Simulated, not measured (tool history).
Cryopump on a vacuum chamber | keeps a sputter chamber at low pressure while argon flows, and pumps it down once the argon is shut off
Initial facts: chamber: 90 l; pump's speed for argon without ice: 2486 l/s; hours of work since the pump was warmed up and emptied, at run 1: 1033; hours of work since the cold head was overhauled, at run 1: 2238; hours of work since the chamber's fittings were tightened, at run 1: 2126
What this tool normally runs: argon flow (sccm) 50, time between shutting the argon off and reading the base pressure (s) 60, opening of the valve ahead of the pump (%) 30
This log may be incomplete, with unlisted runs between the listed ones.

run	hour	argon flow (sccm)	time between shutting the argon off and reading the base pressure (s)	opening of the valve ahead of the pump (%)	hours of work since the pump was warmed up and emptied	hours of work since the cold head was overhauled	hours of work since the chamber's fittings were tightened	pressure while argon flows (Pa)	pressure after the wait (uPa)
1	0.0	50	60	30	1033	2238	2126	0.1265	1.03
2	45.1	50	60	16	1067	2272	2159	0.2256	1.06
3	93.4	50	60	27	1104	2309	2196	0.1396	1.02
# hour 135.5: leaking fittings of the chamber tightened, without venting
4	141.7	50	60	27	1138	2343	5	0.1409	0.86
5	208.4	50	60	27	1189	2394	55	0.1389	0.84
# hour 217.8: pump warmed up, emptied and cooled again
6	259.0	50	60	27	31	2428	89	0.1271	0.79
7	307.5	50	60	27	67	2464	126	0.1276	0.81
8	399.9	50	60	27	137	2534	195	0.1276	0.83
9	440.7	50	60	27	168	2565	226	0.1294	0.82
10	515.2	50	60	30	224	2621	282	0.1166	0.80
11	556.9	50	60	20	255	2652	313	0.1755	0.84
12	653.6	58	60	20	328	2725	386	0.2021	0.83

What will run 13 give?
13	698.0	51	60	30	361	2758	420	?	?

pressure while argon flows (Pa): 0.1224
pressure after the wait (uPa): 0.84
On a tool with no hidden condition, and with the same random variation, this run would have come out at pressure while argon flows (Pa) 0.1172, pressure after the wait (uPa) 0.77.

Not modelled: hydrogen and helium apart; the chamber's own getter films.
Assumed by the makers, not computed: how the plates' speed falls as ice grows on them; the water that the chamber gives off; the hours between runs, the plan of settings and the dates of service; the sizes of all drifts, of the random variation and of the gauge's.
